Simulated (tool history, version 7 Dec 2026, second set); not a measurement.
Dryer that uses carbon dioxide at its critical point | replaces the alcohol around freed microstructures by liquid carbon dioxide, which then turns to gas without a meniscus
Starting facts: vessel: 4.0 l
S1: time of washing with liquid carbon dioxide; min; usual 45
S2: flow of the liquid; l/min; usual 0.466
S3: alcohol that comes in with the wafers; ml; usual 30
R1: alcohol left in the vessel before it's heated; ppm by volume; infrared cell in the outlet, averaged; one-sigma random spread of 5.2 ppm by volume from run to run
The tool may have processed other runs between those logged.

run	hour	S1	S2	S3	R1
1	0.0	45	0.466	30	140
2	15.4	45	0.466	30	152
3	33.8	45	0.359	30	330
4	48.6	45	0.359	30	322
5	61.6	45	0.466	30	157
6	73.5	45	0.466	30	145
7	87.7	45	0.466	30	159
8	103.0	67	0.466	30	43
9	115.3	45	0.466	53	276
10	138.9	45	0.466	53	271
11	154.1	45	0.466	30	167
12	164.7	45	0.466	30	161
13	176.9	45	0.466	30	172
14	200.1	45	0.466	30	165
15	214.2	57	0.466	30	85
# hour 223.5: inlet filter changed
16	240.7	57	0.466	30	50
17	254.4	57	0.466	30	53
18	266.7	45	0.466	30	114
19	281.5	45	0.466	30	121
20	307.2	45	0.466	30	109
21	322.3	45	0.466	30	119
22	336.7	45	0.466	30	125
23	360.0	45	0.424	30	160
24	373.3	45	0.424	30	159
25	388.9	47	0.780	97	44
26	401.1	34	0.363	73	1363
27	422.0	34	0.363	73	1366
28	441.3	54	0.352	23	144
29	463.1	54	0.352	23	136
30	488.6	41	0.483	42	217
31	514.3	41	0.483	42	206
32	532.9	49	0.419	36	173
33	553.7	27	0.677	39	292
34	580.0	27	0.677	39	297
35	598.3	27	0.677	39	302
36	614.4	32	0.367	60	1389
37	630.8	29	0.714	56	288
38	654.9	43	0.657	111	147
39	670.7	69	0.299	22	122
40	688.0	49	0.299	21	317
41	699.0	49	0.497	21	81
42	719.0	43	0.466	30	190
43	742.3	57	0.527	30	64
44	764.7	63	0.783	93	45
45	787.1	63	0.783	93	62
46	798.7	45	0.587	30	89
47	810.2	45	0.587	30	95

Some steps in R1, run to run, broken into two amounts with sign: the step expected even without the hidden condition (settings, incoming material, random variation), and the rest, left for the hidden condition together with whatever gauge scatter is not in both the measured and the hidden-condition-free result:
Hidden state at play: flow that reaches the vessel past the clogged filter, %; alcohol in the recycled carbon dioxide, ppm; drift of the gauge itself on alcohol_ppm, %.
Run 25 -> 26: S1 47 -> 34, S2 0.780 -> 0.363, S3 97 -> 73. R1 +1319 ppm by volume: hidden state +118, all else +1201.
Run 27 -> 28: S1 34 -> 54, S2 0.363 -> 0.352, S3 73 -> 23. R1 -1222 ppm by volume: hidden state -116, all else -1106.
Run 35 -> 36: S1 27 -> 32, S2 0.677 -> 0.367, S3 39 -> 60. R1 +1087 ppm by volume: hidden state +168, all else +919.
Run 36 -> 37: S1 32 -> 29, S2 0.367 -> 0.714, S3 60 -> 56. R1 -1101 ppm by volume: hidden state -160, all else -941.
